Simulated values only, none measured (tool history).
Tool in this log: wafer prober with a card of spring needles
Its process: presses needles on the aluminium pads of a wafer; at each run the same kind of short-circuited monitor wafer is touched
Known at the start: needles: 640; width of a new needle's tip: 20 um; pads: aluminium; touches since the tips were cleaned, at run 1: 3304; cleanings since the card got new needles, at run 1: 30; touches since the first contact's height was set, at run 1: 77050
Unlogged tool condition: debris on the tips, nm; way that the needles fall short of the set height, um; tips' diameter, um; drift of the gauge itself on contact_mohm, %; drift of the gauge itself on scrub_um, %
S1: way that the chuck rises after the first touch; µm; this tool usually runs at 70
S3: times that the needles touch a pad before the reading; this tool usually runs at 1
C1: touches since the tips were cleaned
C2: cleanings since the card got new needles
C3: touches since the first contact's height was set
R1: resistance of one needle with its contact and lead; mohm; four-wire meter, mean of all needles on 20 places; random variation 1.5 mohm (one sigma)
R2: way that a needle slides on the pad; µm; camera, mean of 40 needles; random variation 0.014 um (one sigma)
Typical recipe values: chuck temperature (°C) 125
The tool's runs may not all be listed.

run 1 hour=0.0 | S1=70 chuck_temperature_(°C)=125 S3=1 | C1=3304 C2=30 C3=77050 | R1=188 R2=11.09
-- hour=9.1 tips cleaned on abrasive film
run 2 hour=33.2 | S1=70 chuck_temperature_(°C)=125 S3=1 | C1=4839 C2=31 C3=83704 | R1=200 R2=11.09
-- hour=37.0 tips cleaned on abrasive film
-- hour=62.6 tips cleaned on abrasive film
run 3 hour=67.3 | S1=70 chuck_temperature_(°C)=125 S3=1 | C1=926 C2=33 C3=90502 | R1=175 R2=11.03
-- hour=82.0 height of the first contact set anew
-- hour=90.6 tips cleaned on abrasive film
run 4 hour=103.1 | S1=81 chuck_temperature_(°C)=125 S3=1 | C1=2498 C2=34 C3=4206 | R1=173 R2=13.11
-- hour=119.4 tips cleaned on abrasive film
run 5 hour=131.4 | S1=70 chuck_temperature_(°C)=125 S3=1 | C1=2419 C2=35 C3=9881 | R1=186 R2=11.31
-- hour=146.4 tips cleaned on abrasive film
run 6 hour=167.0 | S1=70 chuck_temperature_(°C)=125 S3=1 | C1=4146 C2=36 C3=17017 | R1=197 R2=11.28
-- hour=172.5 tips cleaned on abrasive film
run 7 hour=184.2 | S1=70 chuck_temperature_(°C)=125 S3=1 | C1=2344 C2=37 C3=20447 | R1=180 R2=11.26
-- hour=198.9 tips cleaned on abrasive film
run 8 hour=210.8 | S1=68 chuck_temperature_(°C)=125 S3=1 | C1=2383 C2=38 C3=25763 | R1=185 R2=10.90
-- hour=225.2 tips cleaned on abrasive film
run 9 hour=245.6 | S1=68 chuck_temperature_(°C)=125 S3=1 | C1=4108 C2=39 C3=32752 | R1=201 R2=10.89
-- hour=250.6 tips cleaned on abrasive film
run 10 hour=275.0 | S1=68 chuck_temperature_(°C)=125 S3=1 | C1=4906 C2=40 C3=38638 | R1=207 R2=10.88
-- hour=277.8 tips cleaned on abrasive film
run 11 hour=297.2 | S1=58 chuck_temperature_(°C)=125 S3=1 | C1=3893 C2=41 C3=43067 | R1=227 R2=9.24
-- hour=306.8 tips cleaned on abrasive film
run 12 hour=318.6 | S1=58 chuck_temperature_(°C)=125 S3=1 | C1=2378 C2=42 C3=47350 | R1=209 R2=9.21
-- hour=335.2 tips cleaned on abrasive film
run 13 hour=343.2 | S1=70 chuck_temperature_(°C)=111 S3=1 | C1=1593 C2=43 C3=52264 | R1=173 R2=11.15
-- hour=362.2 tips cleaned on abrasive film
run 14 hour=377.5 | S1=70 chuck_temperature_(°C)=111 S3=1 | C1=3060 C2=44 C3=59137 | R1=188 R2=11.13
-- hour=387.7 tips cleaned on abrasive film
-- hour=413.7 tips cleaned on abrasive film
run 15 hour=413.7 | S1=70 chuck_temperature_(°C)=125 S3=1 | C1=0 C2=46 C3=66369 | R1=153 R2=11.11
-- hour=440.0 tips cleaned on abrasive film
run 16 hour=446.9 | S1=70 chuck_temperature_(°C)=125 S3=2 | C1=1386 C2=47 C3=73018 | R1=165 R2=11.08
-- hour=466.0 tips cleaned on abrasive film
run 17 hour=469.0 | S1=71 chuck_temperature_(°C)=67 S3=1 | C1=596 C2=48 C3=77449 | R1=153 R2=11.21
-- hour=494.3 tips cleaned on abrasive film
run 18 hour=501.9 | S1=71 chuck_temperature_(°C)=67 S3=1 | C1=1540 C2=49 C3=84040 | R1=172 R2=11.18
-- hour=520.0 tips cleaned on abrasive film
run 19 hour=526.8 | S1=66 chuck_temperature_(°C)=42 S3=1 | C1=1369 C2=50 C3=89023 | R1=174 R2=10.38
run 20 hour=544.5 | S1=85 chuck_temperature_(°C)=96 S3=1 | C1=4918 C2=50 C3=92572 | R1=179 R2=13.42
-- hour=548.2 tips cleaned on abrasive film
-- hour=548.5 height of the first contact set anew
run 21 hour=571.4 | S1=85 chuck_temperature_(°C)=28 S3=1 | C1=4596 C2=51 C3=4596 | R1=171 R2=13.77
-- hour=574.3 tips cleaned on abrasive film
-- hour=601.1 tips cleaned on abrasive film
run 22 hour=602.4 | S1=70 chuck_temperature_(°C)=98 S3=1 | C1=254 C2=53 C3=10782 | R1=156 R2=11.29
run 23 hour=622.3 | S1=70 chuck_temperature_(°C)=98 S3=1 | C1=4266 C2=53 C3=14794 | R1=198 R2=11.28
-- hour=627.1 tips cleaned on abrasive film
-- hour=652.8 tips cleaned on abrasive film
run 24 hour=659.8 | S1=70 chuck_temperature_(°C)=107 S3=1 | C1=1403 C2=55 C3=22282 | R1=179 R2=11.29
-- hour=680.5 tips cleaned on abrasive film
run 25 hour=698.8 | S1=62 chuck_temperature_(°C)=54 S3=1 | C1=3679 C2=56 C3=30097 | R1=209 R2=9.96
-- hour=708.2 tips cleaned on abrasive film
-- hour=734.4 tips cleaned on abrasive film
run 26 hour=734.4 | S1=62 chuck_temperature_(°C)=54 S3=1 | C1=0 C2=58 C3=37210 | R1=149 R2=9.89
-- hour=761.5 tips cleaned on abrasive film
run 27 hour=767.2 | S1=62 chuck_temperature_(°C)=54 S3=1 | C1=1148 C2=59 C3=43780 | R1=175 R2=9.89
-- hour=788.0 tips cleaned on abrasive film
run 28 hour=800.3 | S1=70 chuck_temperature_(°C)=125 S3=3 | C1=2471 C2=60 C3=50413 | R1=166 R2=11.15
-- hour=815.2 tips cleaned on abrasive film
run 29 hour=834.3 | S1=68 chuck_temperature_(°C)=32 S3=2 | C1=3830 C2=61 C3=57215 | R1=168 R2=10.85
-- hour=844.0 tips cleaned on abrasive film
-- hour=869.6 tips cleaned on abrasive film
run 30 hour=869.6 | S1=68 chuck_temperature_(°C)=32 S3=2 | C1=0 C2=63 C3=64284 | R1=143 R2=10.77
-- hour=895.6 tips cleaned on abrasive film
run 31 hour=895.6 | S1=63 chuck_temperature_(°C)=125 S3=1 | C1=0 C2=64 C3=69481 | R1=162 R2=9.95

Below are 3 alternative next runs, each starting from the tool's condition after run 31. Predict each:
-- hour=922.3 tips cleaned on abrasive film
run A hour=931.2 | S1=56 chuck_temperature_(°C)=79 S3=1 | C1=1788 C2=65 C3=76601 | R1=? R2=?
-- hour=922.3 tips cleaned on abrasive film
run B hour=931.2 | S1=63 chuck_temperature_(°C)=88 S3=1 | C1=1788 C2=65 C3=76601 | R1=? R2=?
-- hour=922.3 tips cleaned on abrasive film
run C hour=931.2 | S1=63 chuck_temperature_(°C)=29 S3=1 | C1=1788 C2=65 C3=76601 | R1=? R2=?

run=A R1=202 R2=8.81
run=B R1=187 R2=9.95
run=C R1=182 R2=9.92
With no hidden state in the tool, these same runs would have given:
run=A R1=145 R2=9.07
run=B R1=141 R2=10.21
run=C R1=133 R2=10.18
